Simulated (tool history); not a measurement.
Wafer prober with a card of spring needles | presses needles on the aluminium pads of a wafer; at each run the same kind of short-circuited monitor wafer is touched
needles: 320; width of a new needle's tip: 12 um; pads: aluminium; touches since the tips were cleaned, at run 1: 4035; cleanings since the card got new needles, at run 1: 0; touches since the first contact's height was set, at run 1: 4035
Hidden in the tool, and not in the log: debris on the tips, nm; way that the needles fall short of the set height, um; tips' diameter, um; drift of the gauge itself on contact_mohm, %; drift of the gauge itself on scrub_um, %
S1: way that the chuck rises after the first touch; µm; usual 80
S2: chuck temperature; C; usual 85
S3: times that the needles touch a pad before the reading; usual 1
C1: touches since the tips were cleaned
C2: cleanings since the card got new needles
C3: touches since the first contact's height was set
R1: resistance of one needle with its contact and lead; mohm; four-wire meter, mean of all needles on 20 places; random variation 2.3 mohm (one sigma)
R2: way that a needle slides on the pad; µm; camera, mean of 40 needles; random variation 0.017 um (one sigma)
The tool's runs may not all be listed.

run	hour	S1	S2	S3	C1	C2	C3	R1	R2
1	0.0	80	85	1	4035	0	4035	284	16.11
2	11.8	80	85	1	6680	0	6680	287	16.08
# hour 15.8: tips cleaned on abrasive film
3	25.5	80	85	1	2154	1	9706	291	16.13
4	41.0	60	85	1	5632	1	13184	293	12.10
# hour 50.3: tips cleaned on abrasive film
5	56.7	60	85	1	1428	2	16650	283	12.06
6	75.4	60	85	1	5616	2	20838	291	12.07
# hour 84.4: tips cleaned on abrasive film
7	91.5	60	85	1	1592	3	24409	281	12.04
8	103.4	60	85	1	4250	3	27067	286	12.07
9	117.4	80	85	1	7390	3	30207	287	16.10
# hour 118.3: tips cleaned on abrasive film
# hour 128.7: tips cleaned on abrasive film, once more
10	133.5	84	85	1	1053	5	33738	276	16.87
11	146.6	77	85	1	3986	5	36671	289	15.47
12	161.5	80	85	1	7319	5	40004	290	16.06
# hour 163.4: tips cleaned on abrasive film
13	171.1	80	85	1	1727	6	42125	278	16.02
14	189.2	96	27	3	5765	6	46163	263	19.26
# hour 196.9: tips cleaned on abrasive film
15	196.9	64	58	2	0	7	47871	264	12.83
16	211.6	64	58	2	3286	7	51157	275	12.81
17	226.5	63	44	1	6612	7	54483	279	12.63
# hour 231.0: tips cleaned on abrasive film
18	238.3	77	40	1	1618	8	57094	266	15.45
19	245.9	77	40	1	3327	8	58803	271	15.43
20	261.3	61	40	1	6750	8	62226	281	12.20
# hour 264.8: tips cleaned on abrasive film
21	270.4	61	40	1	1250	9	64243	273	12.21
22	281.3	80	42	2	3683	9	66676	267	16.03
23	294.3	80	42	2	6596	9	69589	268	16.01
# hour 299.5: tips cleaned on abrasive film
24	310.5	65	42	2	2471	10	73190	270	12.97

3 ways to go on from here, each from the tool as it stands after run 24. What would each give?
A	319.4	97	29	2	4452	10	75171	?	?
B	319.4	65	106	2	4452	10	75171	?	?
C	319.4	88	62	2	4452	10	75171	?	?

run	R1	R2
A	263	19.45
B	290	12.96
C	276	17.60
Without the tool's hidden state the same runs would have given:
run	R1	R2
A	256	19.55
B	281	13.06
C	268	17.70

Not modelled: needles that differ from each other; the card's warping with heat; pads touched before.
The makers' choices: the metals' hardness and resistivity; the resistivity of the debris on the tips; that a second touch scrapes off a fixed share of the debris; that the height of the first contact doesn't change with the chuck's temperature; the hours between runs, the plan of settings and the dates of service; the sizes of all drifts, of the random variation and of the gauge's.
